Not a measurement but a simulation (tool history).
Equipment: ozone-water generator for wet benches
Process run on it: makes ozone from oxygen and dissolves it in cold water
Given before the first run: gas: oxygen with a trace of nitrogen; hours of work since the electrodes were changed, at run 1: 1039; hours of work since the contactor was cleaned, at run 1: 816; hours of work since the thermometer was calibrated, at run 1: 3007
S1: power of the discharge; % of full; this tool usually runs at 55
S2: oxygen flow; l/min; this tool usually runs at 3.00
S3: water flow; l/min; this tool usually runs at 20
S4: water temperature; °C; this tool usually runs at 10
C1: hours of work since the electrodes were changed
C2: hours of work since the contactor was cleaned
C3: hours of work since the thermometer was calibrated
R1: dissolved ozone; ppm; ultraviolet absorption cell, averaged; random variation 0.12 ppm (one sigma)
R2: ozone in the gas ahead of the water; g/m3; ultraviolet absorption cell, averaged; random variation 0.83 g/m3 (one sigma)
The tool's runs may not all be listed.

run 1 hour=0.0 | S1=55 S2=3.00 S3=20 S4=10 | C1=1039 C2=816 C3=3007 | R1=9.8 R2=132.2
run 2 hour=24.0 | S1=55 S2=3.00 S3=20 S4=10 | C1=1062 C2=839 C3=3030 | R1=9.9 R2=134.5
run 3 hour=57.0 | S1=55 S2=2.87 S3=20 S4=10 | C1=1094 C2=871 C3=3062 | R1=9.9 R2=135.9
run 4 hour=79.7 | S1=55 S2=2.87 S3=20 S4=10 | C1=1116 C2=892 C3=3084 | R1=9.8 R2=136.4
run 5 hour=106.1 | S1=55 S2=2.87 S3=20 S4=10 | C1=1141 C2=918 C3=3109 | R1=9.9 R2=135.2
run 6 hour=138.0 | S1=55 S2=2.87 S3=20 S4=10 | C1=1172 C2=948 C3=3140 | R1=9.8 R2=135.4
run 7 hour=170.4 | S1=55 S2=2.87 S3=20 S4=10 | C1=1203 C2=980 C3=3171 | R1=9.8 R2=137.2
run 8 hour=203.6 | S1=55 S2=3.00 S3=23 S4=10 | C1=1235 C2=1012 C3=3203 | R1=8.3 R2=132.4
run 9 hour=235.3 | S1=55 S2=3.00 S3=23 S4=10 | C1=1265 C2=1042 C3=3233 | R1=8.5 R2=133.5
run 10 hour=267.5 | S1=55 S2=3.00 S3=23 S4=10 | C1=1296 C2=1073 C3=3264 | R1=8.5 R2=133.8
run 11 hour=302.4 | S1=86 S2=1.89 S3=15 S4=12 | C1=1330 C2=1106 C3=3298 | R1=17.9 R2=263.7
run 12 hour=322.6 | S1=86 S2=1.89 S3=15 S4=12 | C1=1349 C2=1126 C3=3317 | R1=17.8 R2=262.0
run 13 hour=354.1 | S1=85 S2=2.34 S3=20 S4=14 | C1=1380 C2=1156 C3=3347 | R1=13.7 R2=229.0
run 14 hour=370.2 | S1=55 S2=1.78 S3=15 S4=10 | C1=1395 C2=1172 C3=3363 | R1=11.9 R2=181.6
run 15 hour=394.4 | S1=52 S2=1.78 S3=18 S4=6 | C1=1418 C2=1195 C3=3386 | R1=9.8 R2=172.1
run 16 hour=423.2 | S1=52 S2=1.78 S3=20 S4=10 | C1=1446 C2=1223 C3=3414 | R1=8.4 R2=172.6
run 17 hour=442.6 | S1=52 S2=2.30 S3=20 S4=10 | C1=1465 C2=1241 C3=3432 | R1=9.1 R2=148.4
run 18 hour=466.6 | S1=52 S2=2.30 S3=20 S4=10 | C1=1488 C2=1264 C3=3455 | R1=9.1 R2=146.9
run 19 hour=495.9 | S1=94 S2=1.67 S3=31 S4=6 | C1=1516 C2=1292 C3=3484 | R1=8.9 R2=309.0

The next listed run, before its measurement:
run 20 hour=517.9 | S1=94 S2=1.67 S3=31 S4=6 | C1=1537 C2=1313 C3=3505 | R1=? R2=?

{"run 20": {"R1": 9.4, "R2": 310.4}}
The same run, on a tool lacking any hidden state, would have yielded R1 9.4 ppm, R2 310.5 g/m3.
